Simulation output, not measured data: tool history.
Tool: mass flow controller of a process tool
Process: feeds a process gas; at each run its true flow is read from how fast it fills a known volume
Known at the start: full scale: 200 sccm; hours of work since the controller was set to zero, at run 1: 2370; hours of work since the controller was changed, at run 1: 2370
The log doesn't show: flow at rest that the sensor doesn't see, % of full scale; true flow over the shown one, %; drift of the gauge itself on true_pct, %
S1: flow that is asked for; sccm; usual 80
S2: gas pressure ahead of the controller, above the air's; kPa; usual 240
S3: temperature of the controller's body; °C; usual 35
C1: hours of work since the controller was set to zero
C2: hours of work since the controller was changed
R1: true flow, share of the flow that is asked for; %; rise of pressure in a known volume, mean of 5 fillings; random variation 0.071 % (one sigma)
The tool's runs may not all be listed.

| run | hour | S1 | S2 | S3 | C1 | C2 | R1 |
|---|---|---|---|---|---|---|---|
| 1 | 0.0 | 80 | 240 | 35 | 2370 | 2370 | 98.88 |
| 2 | 97.8 | 80 | 240 | 35 | 2433 | 2433 | 98.95 |
| 3 | 140.5 | 80 | 240 | 35 | 2460 | 2460 | 98.93 |
| 4 | 226.0 | 80 | 240 | 35 | 2515 | 2515 | 98.95 |
| 5 | 297.0 | 80 | 240 | 35 | 2560 | 2560 | 98.96 |
| 6 | 385.9 | 80 | 240 | 35 | 2617 | 2617 | 98.80 |
| 7 | 448.6 | 80 | 240 | 35 | 2658 | 2658 | 98.86 |
| 8 | 546.2 | 80 | 240 | 22 | 2720 | 2720 | 98.29 |
| 9 | 634.2 | 80 | 240 | 22 | 2777 | 2777 | 98.33 |
| 10 | 688.0 | 80 | 240 | 22 | 2811 | 2811 | 98.34 |
| 11 | 748.4 | 33 | 240 | 35 | 2850 | 2850 | 97.64 |
| 12 | 844.3 | 80 | 240 | 35 | 2911 | 2911 | 98.76 |
| 13 | 888.6 | 80 | 175 | 35 | 2940 | 2940 | 98.19 |
| 14 | 981.1 | 33 | 176 | 31 | 2999 | 2999 | 96.82 |
|  | 986.8 | controller's zero set anew |
| 15 | 1073.7 | 33 | 176 | 31 | 56 | 3058 | 96.51 |
| 16 | 1123.2 | 80 | 240 | 35 | 87 | 3090 | 98.48 |
|  | 1142.8 | controller's zero set anew, once more |
| 17 | 1219.7 | 43 | 214 | 31 | 49 | 3151 | 98.60 |
| 18 | 1282.5 | 23 | 209 | 28 | 90 | 3191 | 98.19 |
| 19 | 1326.6 | 23 | 209 | 32 | 118 | 3220 | 98.31 |
| 20 | 1370.7 | 180 | 161 | 32 | 146 | 3248 | 99.17 |
| 21 | 1425.4 | 80 | 149 | 35 | 181 | 3283 | 98.42 |
| 22 | 1511.3 | 80 | 149 | 35 | 236 | 3338 | 98.39 |
| 23 | 1561.0 | 88 | 149 | 26 | 268 | 3370 | 98.07 |
| 24 | 1622.4 | 88 | 149 | 26 | 307 | 3409 | 98.10 |

3 ways to go on from here, each from the tool as it stands after run 24. What would each give?
| A | 1715.0 | 86 | 185 | 26 | 367 | 3468 | ? |
| B | 1715.0 | 24 | 196 | 30 | 367 | 3468 | ? |
| C | 1715.0 | 115 | 158 | 21 | 367 | 3468 | ? |

| run | R1 |
|---|---|
| A | 98.45 |
| B | 97.85 |
| C | 98.08 |
Without the tool's hidden state the same runs would have given:
| run | R1 |
|---|---|
| A | 99.39 |
| B | 99.10 |
| C | 98.99 |
